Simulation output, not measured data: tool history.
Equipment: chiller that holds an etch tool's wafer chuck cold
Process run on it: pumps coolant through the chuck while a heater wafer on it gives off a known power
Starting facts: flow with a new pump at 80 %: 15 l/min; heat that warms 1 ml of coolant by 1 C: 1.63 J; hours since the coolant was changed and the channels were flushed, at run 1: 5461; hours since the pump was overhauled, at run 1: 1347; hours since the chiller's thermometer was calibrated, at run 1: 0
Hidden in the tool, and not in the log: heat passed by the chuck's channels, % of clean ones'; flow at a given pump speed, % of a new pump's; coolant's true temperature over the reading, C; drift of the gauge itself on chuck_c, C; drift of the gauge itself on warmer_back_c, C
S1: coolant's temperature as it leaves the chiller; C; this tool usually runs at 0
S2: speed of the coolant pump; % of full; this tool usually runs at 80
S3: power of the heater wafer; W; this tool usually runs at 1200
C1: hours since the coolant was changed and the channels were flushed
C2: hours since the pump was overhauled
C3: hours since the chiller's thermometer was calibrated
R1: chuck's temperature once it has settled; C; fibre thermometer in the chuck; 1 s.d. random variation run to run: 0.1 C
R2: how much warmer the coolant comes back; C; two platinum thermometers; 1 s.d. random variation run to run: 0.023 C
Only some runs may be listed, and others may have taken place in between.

run,hour,S1,S2,S3,C1,C2,C3,R1,R2
1,0.0,0,80,1200,5461,1347,0,13.7,2.94
2,87.5,0,80,1200,5549,1435,87,13.5,2.97
3,171.5,-4,80,1200,5633,1519,171,9.7,2.96
4,326.7,-4,80,1200,5788,1674,327,9.8,2.94
5,444.7,0,80,1200,5906,1792,445,13.7,2.96
6,551.0,0,80,1200,6012,1898,551,13.8,2.94
7,686.8,0,80,1200,6148,2034,687,13.7,2.98
8,776.1,0,80,1200,6237,2123,776,13.7,2.92
9,885.7,0,80,1200,6347,2233,886,13.6,2.95
10,956.1,0,80,1200,6417,2303,956,13.7,2.92
11,1043.1,0,80,1200,6504,2390,1043,13.7,2.92
12,1191.3,0,80,1200,6653,2539,1191,13.6,2.91
13,1304.8,0,67,1200,6766,2652,1305,15.4,3.56
14,1413.4,0,80,1200,6875,2761,1413,13.7,2.95
# hour 1472.4: coolant changed, channels flushed
15,1542.2,0,80,1200,70,2883,1536,13.7,2.95
16,1621.4,0,62,1200,149,2963,1615,15.9,3.93
17,1702.1,0,62,1200,230,3043,1696,16.2,3.92
18,1845.5,-3,77,1200,373,3187,1840,10.9,3.10
19,1941.1,1,86,1243,469,3282,1935,14.5,2.78
20,2026.1,-5,86,809,554,3367,2020,3.8,1.81
# hour 2068.2: chiller's thermometer calibrated
21,2175.0,0,86,1157,702,3515,107,12.8,2.60
22,2259.1,0,86,1157,786,3599,191,12.6,2.61
23,2365.3,0,80,1457,892,3706,297,16.5,3.60
24,2432.4,8,88,1616,959,3773,364,25.3,3.58
25,2572.5,-2,63,1616,1099,3913,504,19.3,5.17
26,2687.3,-2,63,1616,1214,4028,619,19.4,5.21
27,2823.9,0,80,1502,1351,4164,756,17.1,3.68
28,2893.7,-2,74,1736,1420,4234,825,18.9,4.64
29,3003.3,-2,74,1736,1530,4344,935,18.7,4.62
30,3150.2,-2,74,1736,1677,4491,1082,18.9,4.68
31,3264.8,-2,74,1736,1791,4605,1197,18.6,4.64

3 ways to go on from here, each from the tool as it stands after run 31. What would each give?
A,3349.6,3,85,1200,1876,4690,1281,?,?
B,3349.6,-5,74,1561,1876,4690,1281,?,?
C,3349.6,3,78,1736,1876,4690,1281,?,?

run,R1,R2
A,16.2,2.78
B,13.7,4.21
C,23.1,4.40
What these runs would have given with no unlogged condition in the tool:
run,R1,R2
A,16.2,2.77
B,13.7,4.21
C,23.0,4.40
